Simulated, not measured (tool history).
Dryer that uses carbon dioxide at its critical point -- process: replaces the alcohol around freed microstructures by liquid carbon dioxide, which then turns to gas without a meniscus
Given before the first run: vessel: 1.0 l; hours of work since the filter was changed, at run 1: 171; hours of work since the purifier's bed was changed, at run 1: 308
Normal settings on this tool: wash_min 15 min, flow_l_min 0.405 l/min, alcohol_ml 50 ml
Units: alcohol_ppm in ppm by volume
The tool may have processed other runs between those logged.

| run | hour | wash_min | flow_l_min | alcohol_ml | hours of work since the filter was changed | hours of work since the purifier's bed was changed | alcohol_ppm |
|---|---|---|---|---|---|---|---|
| 1 | 0 | 15 | 0.405 | 50 | 171 | 308 | 567 |
| 2 | 33.7 | 15 | 0.405 | 50 | 183 | 320 | 573 |
| 3 | 49.5 | 15 | 0.405 | 50 | 189 | 326 | 574 |
| 4 | 80.7 | 15 | 0.405 | 50 | 200 | 337 | 608 |
| 5 | 113.7 | 13 | 0.405 | 50 | 212 | 348 | 1030 |
| 6 | 129 | 13 | 0.405 | 50 | 217 | 354 | 1045 |
| 7 | 161.4 | 15 | 0.405 | 50 | 228 | 365 | 611 |
| 8 | 180.3 | 15 | 0.405 | 42 | 235 | 372 | 528 |
| 9 | 195.2 | 15 | 0.405 | 40 | 240 | 377 | 503 |
| 10 | 210 | 16 | 0.471 | 59 | 246 | 383 | 290 |
| 11 | 231.4 | 16 | 0.566 | 59 | 253 | 390 | 143 |
| 12 | 264.8 | 12 | 0.566 | 54 | 265 | 402 | 446 |
| 13 | 290.2 | 12 | 0.566 | 54 | 274 | 411 | 434 |
| 14 | 309.8 | 17 | 0.566 | 112 | 281 | 418 | 174 |
| 15 | 332.5 | 18 | 0.301 | 81 | 289 | 426 | 1645 |
| 16 | 358.5 | 15 | 0.356 | 79 | 298 | 435 | 1691 |
| 17 | 377 | 15 | 0.356 | 79 | 305 | 442 | 1741 |

Had the tool no unlogged condition, and each run kept its random variation, what would the results have been?
Hidden conditions of the tool in this case: flow that reaches the vessel past the clogged filter, %; alcohol in the recycled carbon dioxide, ppm; drift of the gauge itself on alcohol_ppm, %.
| run | alcohol_ppm |
|---|---|
| 1 | 372 |
| 2 | 369 |
| 3 | 363 |
| 4 | 386 |
| 5 | 700 |
| 6 | 704 |
| 7 | 361 |
| 8 | 306 |
| 9 | 282 |
| 10 | 124 |
| 11 | 31 |
| 12 | 222 |
| 13 | 210 |
| 14 | 40 |
| 15 | 1009 |
| 16 | 1032 |
| 17 | 1051 |

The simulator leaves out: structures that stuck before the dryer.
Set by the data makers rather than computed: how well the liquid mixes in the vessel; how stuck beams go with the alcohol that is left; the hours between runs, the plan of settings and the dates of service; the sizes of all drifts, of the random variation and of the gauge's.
